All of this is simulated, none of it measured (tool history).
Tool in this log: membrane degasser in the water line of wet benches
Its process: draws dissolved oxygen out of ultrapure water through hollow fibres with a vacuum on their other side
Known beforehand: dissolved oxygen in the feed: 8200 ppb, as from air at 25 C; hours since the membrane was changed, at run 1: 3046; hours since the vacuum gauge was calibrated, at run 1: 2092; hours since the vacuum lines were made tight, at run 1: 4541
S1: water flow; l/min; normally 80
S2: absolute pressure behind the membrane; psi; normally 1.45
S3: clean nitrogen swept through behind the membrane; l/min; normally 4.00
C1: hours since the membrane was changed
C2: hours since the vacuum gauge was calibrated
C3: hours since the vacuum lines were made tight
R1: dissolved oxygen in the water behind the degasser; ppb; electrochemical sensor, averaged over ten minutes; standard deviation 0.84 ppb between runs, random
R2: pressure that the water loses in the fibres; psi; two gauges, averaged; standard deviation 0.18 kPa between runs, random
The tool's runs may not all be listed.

run    hour   S1    S2     S3    C1    C2    C3      R1     R2
  1     0.0   80  1.45   4.00  3046  2092  4541   298.0  4.724
  2    89.6   80  1.45   4.00  3136  2182  4631   296.9  4.705
  3   176.4   80  1.45   4.00  3223  2269  4717   296.2  4.737
  4   224.3   80  1.45   4.00  3271  2317  4765   295.7  4.692
  5   270.1   80  1.45   4.00  3316  2363  4811   297.9  4.733
  6   328.4   80  1.45   4.00  3375  2421  4869   295.6  4.740
  7   385.1   80  1.45   4.00  3431  2478  4926   296.1  4.675
  8   429.3   80  1.45   4.00  3475  2522  4970   297.2  4.731
  9   517.6  100  1.45   4.00  3564  2610  5059   364.2  5.833
 10   614.6   80  1.16   4.00  3661  2707  5156   212.0  4.728
 11   718.1   80  1.16   4.00  3764  2811  5259   213.4  4.737
 12   807.9   80  1.16   4.00  3854  2900  5349   211.9  4.721
 13   884.1   80  1.16   4.00  3930  2977  5425   212.8  4.691
 14   945.3   80  1.16   4.00  3992  3038  5486   212.2  4.667
 15   992.9   80  1.16   4.00  4039  3085  5534   212.2  4.724
 16  1041.7   63  1.16   4.00  4088  3134  5583   168.6  3.691
 17  1095.3   63  1.16   4.00  4142  3188  5636   170.0  3.712
 18  1171.2   63  1.16   4.00  4217  3264  5712   171.6  3.703
 19  1279.8   71  1.45   4.00  4326  3372  5821   266.6  4.141
 20  1351.5   61  2.58   4.87  4398  3444  5893   408.5  3.577
 21  1407.9   93  3.09   4.00  4454  3500  5949   842.2  5.461
 22  1457.1   62  2.86  10.56  4503  3550  5998   229.5  3.620
 23  1519.8  100  3.31   9.54  4566  3612  6061   468.9  5.864
 24  1589.2  100  3.31   9.54  4635  3682  6130   467.2  5.920
 25  1665.9   82  3.07   2.67  4712  3758  6207  1036.3  4.796
     1720.8  -- seals of the vacuum lines changed
 26  1760.1   85  0.91   2.67  4804  3851    39   206.3  4.976
 27  1866.1   85  0.91   2.67  4910  3957   145   205.7  5.044
 28  1917.7   80  1.04   4.00  4962  4008   197   179.0  4.712
 29  2003.2   80  1.04   4.00  5047  4094   282   178.3  4.702
 30  2048.8   80  1.99   9.38  5093  4139   328   212.7  4.640
 31  2152.6   80  1.99   9.38  5197  4243   432   211.3  4.727
 32  2233.0  102  1.99   1.79  5277  4323   512  1013.5  6.038

What differs in the tool's unlogged condition from the final listed run ahead of each entry between runs to the first listed run following it?
Between runs 25 and 26: seals of the vacuum lines changed (hour 1720.8)
  air that leaks in behind the membrane, l/min: 0.0021 -> 0.002

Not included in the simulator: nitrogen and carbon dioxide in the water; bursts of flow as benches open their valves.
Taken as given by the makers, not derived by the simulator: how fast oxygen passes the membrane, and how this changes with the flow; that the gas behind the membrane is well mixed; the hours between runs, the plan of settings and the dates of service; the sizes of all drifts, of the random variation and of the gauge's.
